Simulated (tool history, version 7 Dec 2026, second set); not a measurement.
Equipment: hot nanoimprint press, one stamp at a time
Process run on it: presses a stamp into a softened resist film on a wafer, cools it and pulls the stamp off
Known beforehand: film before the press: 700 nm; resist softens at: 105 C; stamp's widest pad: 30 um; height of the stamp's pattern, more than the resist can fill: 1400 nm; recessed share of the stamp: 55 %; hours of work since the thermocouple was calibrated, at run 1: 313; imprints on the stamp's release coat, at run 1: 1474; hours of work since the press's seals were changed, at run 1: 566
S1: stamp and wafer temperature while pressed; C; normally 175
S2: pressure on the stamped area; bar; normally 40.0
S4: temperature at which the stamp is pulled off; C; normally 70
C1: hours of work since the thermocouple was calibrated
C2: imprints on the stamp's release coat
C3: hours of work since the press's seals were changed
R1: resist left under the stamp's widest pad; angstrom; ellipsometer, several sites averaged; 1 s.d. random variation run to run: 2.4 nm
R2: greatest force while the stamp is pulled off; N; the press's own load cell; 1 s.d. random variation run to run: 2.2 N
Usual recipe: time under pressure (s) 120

{"run": 1, "hour": 0.0, "S1": 175, "S2": 40.0, "time under pressure (s)": 120, "S4": 70, "C1": 313, "C2": 1474, "C3": 566, "R1": 4027, "R2": 171}
{"run": 2, "hour": 34.8, "S1": 175, "S2": 40.0, "time under pressure (s)": 120, "S4": 70, "C1": 339, "C2": 1592, "C3": 592, "R1": 4072, "R2": 174}
{"run": 3, "hour": 102.6, "S1": 175, "S2": 40.0, "time under pressure (s)": 120, "S4": 70, "C1": 388, "C2": 1822, "C3": 641, "R1": 4093, "R2": 183}
{"run": 4, "hour": 163.5, "S1": 175, "S2": 40.0, "time under pressure (s)": 167, "S4": 70, "C1": 432, "C2": 2029, "C3": 685, "R1": 3720, "R2": 193}
{"run": 5, "hour": 219.0, "S1": 175, "S2": 40.0, "time under pressure (s)": 167, "S4": 70, "C1": 472, "C2": 2218, "C3": 725, "R1": 3707, "R2": 201}
{"hour": 261.3, "done": "stamp cleaned and given a new release coat"}
{"hour": 279.3, "done": "press's hydraulic seals changed and the load cell set to zero"}
{"hour": 289.1, "done": "plate thermocouple calibrated"}
{"run": 6, "hour": 309.3, "S1": 175, "S2": 40.0, "time under pressure (s)": 120, "S4": 64, "C1": 15, "C2": 125, "C3": 19, "R1": 4201, "R2": 112}
{"run": 7, "hour": 383.4, "S1": 175, "S2": 40.0, "time under pressure (s)": 120, "S4": 64, "C1": 68, "C2": 377, "C3": 73, "R1": 4147, "R2": 115}
{"run": 8, "hour": 438.7, "S1": 175, "S2": 40.0, "time under pressure (s)": 120, "S4": 70, "C1": 108, "C2": 565, "C3": 113, "R1": 4203, "R2": 125}
{"run": 9, "hour": 491.8, "S1": 175, "S2": 40.0, "time under pressure (s)": 120, "S4": 70, "C1": 146, "C2": 745, "C3": 151, "R1": 4213, "R2": 134}
{"run": 10, "hour": 540.1, "S1": 175, "S2": 40.0, "time under pressure (s)": 120, "S4": 70, "C1": 181, "C2": 909, "C3": 186, "R1": 4278, "R2": 138}
{"hour": 584.1, "done": "plate thermocouple calibrated, once more"}
{"run": 11, "hour": 608.1, "S1": 175, "S2": 40.0, "time under pressure (s)": 120, "S4": 70, "C1": 17, "C2": 1130, "C3": 233, "R1": 3914, "R2": 150}
{"run": 12, "hour": 675.0, "S1": 175, "S2": 40.0, "time under pressure (s)": 234, "S4": 70, "C1": 66, "C2": 1357, "C3": 282, "R1": 3195, "R2": 158}
{"run": 13, "hour": 725.4, "S1": 175, "S2": 40.0, "time under pressure (s)": 226, "S4": 70, "C1": 102, "C2": 1529, "C3": 318, "R1": 3265, "R2": 169}
{"run": 14, "hour": 800.4, "S1": 175, "S2": 40.0, "time under pressure (s)": 62, "S4": 70, "C1": 156, "C2": 1783, "C3": 372, "R1": 4750, "R2": 181}
{"run": 15, "hour": 858.5, "S1": 175, "S2": 37.8, "time under pressure (s)": 62, "S4": 70, "C1": 198, "C2": 1981, "C3": 414, "R1": 4911, "R2": 193}

Run 16 has not been measured yet. What should we expect?
{"run": 16, "hour": 924.4, "S1": 175, "S2": 43.2, "time under pressure (s)": 105, "S4": 75, "C1": 246, "C2": 2205, "C3": 462, "R1": "?", "R2": "?"}

R1: 4082 angstrom
R2: 195 N
With no hidden state in the tool, this same run would have given R1 3912 angstrom, R2 92 N.
